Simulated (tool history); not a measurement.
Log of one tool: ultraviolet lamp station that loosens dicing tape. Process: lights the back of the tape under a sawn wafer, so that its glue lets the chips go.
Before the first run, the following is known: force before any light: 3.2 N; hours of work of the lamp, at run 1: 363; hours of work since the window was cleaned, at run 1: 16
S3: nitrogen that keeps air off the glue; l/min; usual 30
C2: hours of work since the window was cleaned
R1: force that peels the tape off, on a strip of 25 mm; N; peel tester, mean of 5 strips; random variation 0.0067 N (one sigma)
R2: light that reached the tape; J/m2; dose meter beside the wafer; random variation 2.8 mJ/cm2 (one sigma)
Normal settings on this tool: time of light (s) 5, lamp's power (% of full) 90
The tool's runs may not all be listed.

{"run": 1, "day": 0.0, "time of light (s)": 5, "lamp's power (% of full)": 90, "S3": 30, "hours of work of the lamp": 363, "C2": 16, "R1": 0.26, "R2": 3430}
{"run": 2, "day": 1.808, "time of light (s)": 5, "lamp's power (% of full)": 90, "S3": 40, "hours of work of the lamp": 389, "C2": 41, "R1": 0.234, "R2": 3410}
{"run": 3, "day": 4.629, "time of light (s)": 5, "lamp's power (% of full)": 90, "S3": 40, "hours of work of the lamp": 428, "C2": 80, "R1": 0.245, "R2": 3260}
{"run": 4, "day": 7.192, "time of light (s)": 5, "lamp's power (% of full)": 90, "S3": 40, "hours of work of the lamp": 464, "C2": 116, "R1": 0.242, "R2": 3230}
{"run": 5, "day": 9.438, "time of light (s)": 5, "lamp's power (% of full)": 90, "S3": 27, "hours of work of the lamp": 495, "C2": 147, "R1": 0.304, "R2": 3200}
{"run": 6, "day": 12.229, "time of light (s)": 5, "lamp's power (% of full)": 90, "S3": 27, "hours of work of the lamp": 534, "C2": 186, "R1": 0.334, "R2": 3020}
{"run": 7, "day": 13.904, "time of light (s)": 5, "lamp's power (% of full)": 90, "S3": 30, "hours of work of the lamp": 557, "C2": 210, "R1": 0.299, "R2": 2970}
{"run": 8, "day": 16.367, "time of light (s)": 5, "lamp's power (% of full)": 90, "S3": 30, "hours of work of the lamp": 592, "C2": 244, "R1": 0.33, "R2": 2900}
{"run": 9, "day": 18.35, "time of light (s)": 5, "lamp's power (% of full)": 90, "S3": 30, "hours of work of the lamp": 619, "C2": 272, "R1": 0.332, "R2": 2870}
{"run": 10, "day": 20.646, "time of light (s)": 5, "lamp's power (% of full)": 100, "S3": 30, "hours of work of the lamp": 651, "C2": 304, "R1": 0.308, "R2": 3080}
{"run": 11, "day": 22.396, "time of light (s)": 5, "lamp's power (% of full)": 100, "S3": 30, "hours of work of the lamp": 676, "C2": 328, "R1": 0.311, "R2": 2970}
{"run": 12, "day": 24.883, "time of light (s)": 5, "lamp's power (% of full)": 100, "S3": 30, "hours of work of the lamp": 711, "C2": 363, "R1": 0.333, "R2": 2950}
{"run": 13, "day": 26.721, "time of light (s)": 5, "lamp's power (% of full)": 100, "S3": 30, "hours of work of the lamp": 736, "C2": 389, "R1": 0.342, "R2": 2900}
{"day": 27.867, "done": "window cleaned of glue's vapour"}
{"run": 14, "day": 28.196, "time of light (s)": 5, "lamp's power (% of full)": 100, "S3": 30, "hours of work of the lamp": 757, "C2": 5, "R1": 0.416, "R2": 2490}
{"run": 15, "day": 30.346, "time of light (s)": 5, "lamp's power (% of full)": 100, "S3": 30, "hours of work of the lamp": 787, "C2": 35, "R1": 0.43, "R2": 2450}
{"day": 32.733, "done": "window cleaned of glue's vapour, once more"}
{"run": 16, "day": 32.775, "time of light (s)": 5, "lamp's power (% of full)": 90, "S3": 30, "hours of work of the lamp": 820, "C2": 1, "R1": 0.305, "R2": 3010}
{"run": 17, "day": 35.55, "time of light (s)": 4, "lamp's power (% of full)": 90, "S3": 30, "hours of work of the lamp": 859, "C2": 39, "R1": 0.444, "R2": 2340}
{"run": 18, "day": 38.288, "time of light (s)": 4, "lamp's power (% of full)": 90, "S3": 30, "hours of work of the lamp": 897, "C2": 78, "R1": 0.475, "R2": 2260}
{"run": 19, "day": 41.354, "time of light (s)": 4, "lamp's power (% of full)": 90, "S3": 30, "hours of work of the lamp": 940, "C2": 120, "R1": 0.503, "R2": 2160}
{"run": 20, "day": 43.467, "time of light (s)": 4, "lamp's power (% of full)": 90, "S3": 30, "hours of work of the lamp": 969, "C2": 150, "R1": 0.525, "R2": 2140}
{"day": 43.738, "done": "lamp changed"}
{"run": 21, "day": 45.771, "time of light (s)": 4, "lamp's power (% of full)": 90, "S3": 30, "hours of work of the lamp": 28, "C2": 181, "R1": 0.361, "R2": 2780}
{"run": 22, "day": 48.971, "time of light (s)": 5, "lamp's power (% of full)": 90, "S3": 30, "hours of work of the lamp": 73, "C2": 226, "R1": 0.254, "R2": 3340}
{"run": 23, "day": 51.017, "time of light (s)": 5, "lamp's power (% of full)": 90, "S3": 30, "hours of work of the lamp": 102, "C2": 255, "R1": 0.283, "R2": 3320}
{"run": 24, "day": 52.429, "time of light (s)": 9, "lamp's power (% of full)": 80, "S3": 36, "hours of work of the lamp": 121, "C2": 274, "R1": 0.164, "R2": 5190}
{"run": 25, "day": 55.15, "time of light (s)": 3, "lamp's power (% of full)": 80, "S3": 18, "hours of work of the lamp": 159, "C2": 312, "R1": 0.971, "R2": 1670}
{"run": 26, "day": 56.721, "time of light (s)": 6, "lamp's power (% of full)": 70, "S3": 17, "hours of work of the lamp": 181, "C2": 334, "R1": 0.472, "R2": 2890}
{"run": 27, "day": 59.833, "time of light (s)": 8, "lamp's power (% of full)": 84, "S3": 17, "hours of work of the lamp": 225, "C2": 378, "R1": 0.248, "R2": 4460}
{"day": 61.704, "done": "window cleaned of glue's vapour"}
{"run": 28, "day": 62.892, "time of light (s)": 4, "lamp's power (% of full)": 75, "S3": 35, "hours of work of the lamp": 267, "C2": 17, "R1": 0.417, "R2": 2330}
{"run": 29, "day": 65.471, "time of light (s)": 2, "lamp's power (% of full)": 71, "S3": 47, "hours of work of the lamp": 303, "C2": 53, "R1": 1.023, "R2": 1080}
{"run": 30, "day": 66.888, "time of light (s)": 2, "lamp's power (% of full)": 71, "S3": 47, "hours of work of the lamp": 323, "C2": 72, "R1": 1.063, "R2": 1050}
{"run": 31, "day": 69.212, "time of light (s)": 2, "lamp's power (% of full)": 68, "S3": 13, "hours of work of the lamp": 355, "C2": 105, "R1": 1.674, "R2": 990}
{"run": 32, "day": 71.783, "time of light (s)": 2, "lamp's power (% of full)": 68, "S3": 13, "hours of work of the lamp": 391, "C2": 141, "R1": 1.684, "R2": 980}
{"run": 33, "day": 73.4, "time of light (s)": 2, "lamp's power (% of full)": 90, "S3": 30, "hours of work of the lamp": 414, "C2": 163, "R1": 1.065, "R2": 1280}
{"run": 34, "day": 75.096, "time of light (s)": 5, "lamp's power (% of full)": 79, "S3": 33, "hours of work of the lamp": 437, "C2": 187, "R1": 0.333, "R2": 2720}
{"run": 35, "day": 77.858, "time of light (s)": 5, "lamp's power (% of full)": 79, "S3": 33, "hours of work of the lamp": 476, "C2": 225, "R1": 0.372, "R2": 2600}
{"run": 36, "day": 79.779, "time of light (s)": 3, "lamp's power (% of full)": 63, "S3": 30, "hours of work of the lamp": 503, "C2": 252, "R1": 1.059, "R2": 1280}
{"run": 37, "day": 81.775, "time of light (s)": 3, "lamp's power (% of full)": 76, "S3": 30, "hours of work of the lamp": 531, "C2": 280, "R1": 0.912, "R2": 1440}
{"run": 38, "day": 84.55, "time of light (s)": 3, "lamp's power (% of full)": 90, "S3": 29, "hours of work of the lamp": 569, "C2": 319, "R1": 0.766, "R2": 1650}
{"run": 39, "day": 86.971, "time of light (s)": 5, "lamp's power (% of full)": 90, "S3": 22, "hours of work of the lamp": 603, "C2": 353, "R1": 0.432, "R2": 2680}
{"run": 40, "day": 90.179, "time of light (s)": 4, "lamp's power (% of full)": 81, "S3": 19, "hours of work of the lamp": 648, "C2": 397, "R1": 0.817, "R2": 1880}
{"day": 90.717, "done": "window cleaned of glue's vapour"}
{"run": 41, "day": 92.642, "time of light (s)": 5, "lamp's power (% of full)": 83, "S3": 31, "hours of work of the lamp": 682, "C2": 27, "R1": 0.314, "R2": 2820}
{"run": 42, "day": 94.642, "time of light (s)": 5, "lamp's power (% of full)": 96, "S3": 21, "hours of work of the lamp": 710, "C2": 55, "R1": 0.35, "R2": 3240}
{"run": 43, "day": 96.158, "time of light (s)": 5, "lamp's power (% of full)": 82, "S3": 32, "hours of work of the lamp": 731, "C2": 76, "R1": 0.359, "R2": 2720}

How would selected steps in R1 from run to run divide? Give the signed amount a tool lacking its hidden state would still show from settings, what came in and random variation, and the signed amount left for the hidden state, including any gauge scatter that is not in both of the compared results.
Hidden state at play: lamp's light, % of a new lamp's; light that the window lets through, % of a clean one's; drift of the gauge itself on peel_n, %; drift of the gauge itself on dose_mj_cm2, %.
Run 20 -> 21: lamp changed. R1 -0.164 N: hidden state -0.168, all else +0.004.
Run 24 -> 25: time of light (s) 9 -> 3, S3 36 -> 18. R1 +0.807 N: hidden state +0.199, all else +0.608.
Run 33 -> 34: time of light (s) 2 -> 5, lamp's power (% of full) 90 -> 79, S3 30 -> 33. R1 -0.732 N: hidden state -0.125, all else -0.607.
Run 35 -> 36: time of light (s) 5 -> 3, lamp's power (% of full) 79 -> 63, S3 33 -> 30. R1 +0.687 N: hidden state +0.166, all else +0.521.
Run 40 -> 41: time of light (s) 4 -> 5, lamp's power (% of full) 81 -> 83, S3 19 -> 31, window cleaned of glue's vapour. R1 -0.503 N: hidden state -0.253, all else -0.25.
